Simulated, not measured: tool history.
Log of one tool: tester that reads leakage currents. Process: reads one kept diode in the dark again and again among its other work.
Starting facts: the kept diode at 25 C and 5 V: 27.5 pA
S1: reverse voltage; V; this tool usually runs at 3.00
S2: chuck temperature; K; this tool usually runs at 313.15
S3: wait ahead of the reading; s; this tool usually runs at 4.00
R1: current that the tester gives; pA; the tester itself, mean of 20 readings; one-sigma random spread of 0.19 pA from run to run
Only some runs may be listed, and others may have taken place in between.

Run 1, hour 0.0: usual settings. Result: R1 63.17 pA.
Run 2, hour 43.2: usual settings. Result: R1 62.34 pA.
Run 3, hour 95.5: usual settings. Result: R1 62.60 pA.
Run 4, hour 135.1: usual settings. Result: R1 61.88 pA.
Run 5, hour 229.1: usual settings. Result: R1 61.82 pA.
Run 6, hour 284.4: usual settings. Result: R1 61.78 pA.
At hour 323.2: probe card cleaned and baked.
Run 7, hour 354.7: usual settings. Result: R1 58.54 pA.
Run 8, hour 419.9: usual settings. Result: R1 58.61 pA.
Run 9, hour 499.5: usual settings. Result: R1 58.15 pA.
Run 10, hour 575.0: usual settings but S1 1.70 V, S2 303.15 K, S3 2.03 s. Result: R1 20.23 pA.
Run 11, hour 652.6: usual settings but S1 7.62 V, S2 303.15 K, S3 4.54 s. Result: R1 48.29 pA.
Run 12, hour 707.6: usual settings but S1 7.62 V, S2 303.15 K, S3 4.54 s. Result: R1 48.10 pA.
Run 13, hour 791.7: usual settings but S1 7.62 V, S2 303.15 K, S3 4.54 s. Result: R1 48.16 pA.
Run 14, hour 840.7: usual settings but S1 4.17 V, S2 332.15 K, S3 0.49 s. Result: R1 248.47 pA.
Run 15, hour 902.5: usual settings but S1 3.04 V, S3 0.32 s. Result: R1 60.09 pA.
Run 16, hour 968.8: usual settings but S1 3.04 V, S3 0.32 s. Result: R1 59.86 pA.
Run 17, hour 1022.3: usual settings but S1 3.04 V, S3 0.32 s. Result: R1 59.76 pA.

Each row is a separate what-if for the run after 17, all from the same tool condition, not one after another. Results?
Run A, hour 1109.1: usual settings but S1 3.04 V, S3 0.56 s. Result: R1 ?.
Run B, hour 1109.1: usual settings but S2 325.15 K. Result: R1 ?.
Run C, hour 1109.1: usual settings but S2 295.15 K. Result: R1 ?.
Run D, hour 1109.1: usual settings but S1 1.11 V, S3 2.63 s. Result: R1 ?.
Run E, hour 1109.1: usual settings but S1 8.69 V, S2 327.15 K. Result: R1 ?.

run      R1
  A   58.14
  B  127.44
  C   14.94
  D   31.50
  E  269.35
Stripped of hidden state, with their random variation kept, the same runs would have yielded:
run      R1
  A   64.71
  B  141.69
  C   16.53
  D   35.22
  E  298.80
